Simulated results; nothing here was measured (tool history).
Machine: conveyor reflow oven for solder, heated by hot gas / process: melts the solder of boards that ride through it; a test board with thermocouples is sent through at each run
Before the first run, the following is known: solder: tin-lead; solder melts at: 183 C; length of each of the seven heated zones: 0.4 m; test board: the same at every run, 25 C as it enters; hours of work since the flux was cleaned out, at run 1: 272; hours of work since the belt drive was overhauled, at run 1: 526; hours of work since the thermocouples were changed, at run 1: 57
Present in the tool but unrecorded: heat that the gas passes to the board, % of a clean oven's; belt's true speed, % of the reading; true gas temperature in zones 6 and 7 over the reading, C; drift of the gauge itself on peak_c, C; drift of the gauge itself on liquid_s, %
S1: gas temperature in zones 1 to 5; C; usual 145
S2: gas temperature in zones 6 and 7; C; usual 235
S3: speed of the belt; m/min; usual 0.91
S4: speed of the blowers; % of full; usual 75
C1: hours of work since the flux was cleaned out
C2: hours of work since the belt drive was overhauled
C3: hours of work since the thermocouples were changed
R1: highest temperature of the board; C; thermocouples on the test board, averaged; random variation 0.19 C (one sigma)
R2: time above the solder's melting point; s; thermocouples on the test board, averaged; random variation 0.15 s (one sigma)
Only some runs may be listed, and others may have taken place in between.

| run | hour | S1 | S2 | S3 | S4 | C1 | C2 | C3 | R1 | R2 |
|---|---|---|---|---|---|---|---|---|---|---|
| 1 | 0 | 145 | 235 | 0.91 | 75 | 272 | 526 | 57 | 223.4 | 44.6 |
| 2 | 26.8 | 145 | 235 | 0.91 | 75 | 287 | 541 | 72 | 222.8 | 44.6 |
| 3 | 53.8 | 145 | 235 | 0.91 | 75 | 302 | 556 | 87 | 222.5 | 44.7 |
| 4 | 86.6 | 145 | 235 | 0.91 | 75 | 321 | 575 | 106 | 222.9 | 44.4 |
| 5 | 126.3 | 145 | 235 | 0.731 | 75 | 344 | 598 | 129 | 227.6 | 58.1 |
| 6 | 176.2 | 145 | 235 | 0.731 | 75 | 372 | 626 | 157 | 227.6 | 58.4 |
| 7 | 201.6 | 145 | 235 | 0.942 | 75 | 387 | 641 | 172 | 221.8 | 42.6 |
|  | 209 | flux residue cleaned out of gas plates and filters |
| 8 | 258.6 | 145 | 233 | 1.028 | 75 | 28 | 671 | 201 | 219.2 | 37.6 |

Run 9, settings as shown, results not yet in. Your forecast:
| 9 | 289.4 | 159 | 235 | 0.759 | 52 | 46 | 688 | 219 | ? | ? |

Logged for run 9: R1 226.4 C, R2 59.7 s.
Take away the tool's hidden state, keep the run-to-run variation as it was, and the same run would have given R1 226.5 C, R2 59.4 s.

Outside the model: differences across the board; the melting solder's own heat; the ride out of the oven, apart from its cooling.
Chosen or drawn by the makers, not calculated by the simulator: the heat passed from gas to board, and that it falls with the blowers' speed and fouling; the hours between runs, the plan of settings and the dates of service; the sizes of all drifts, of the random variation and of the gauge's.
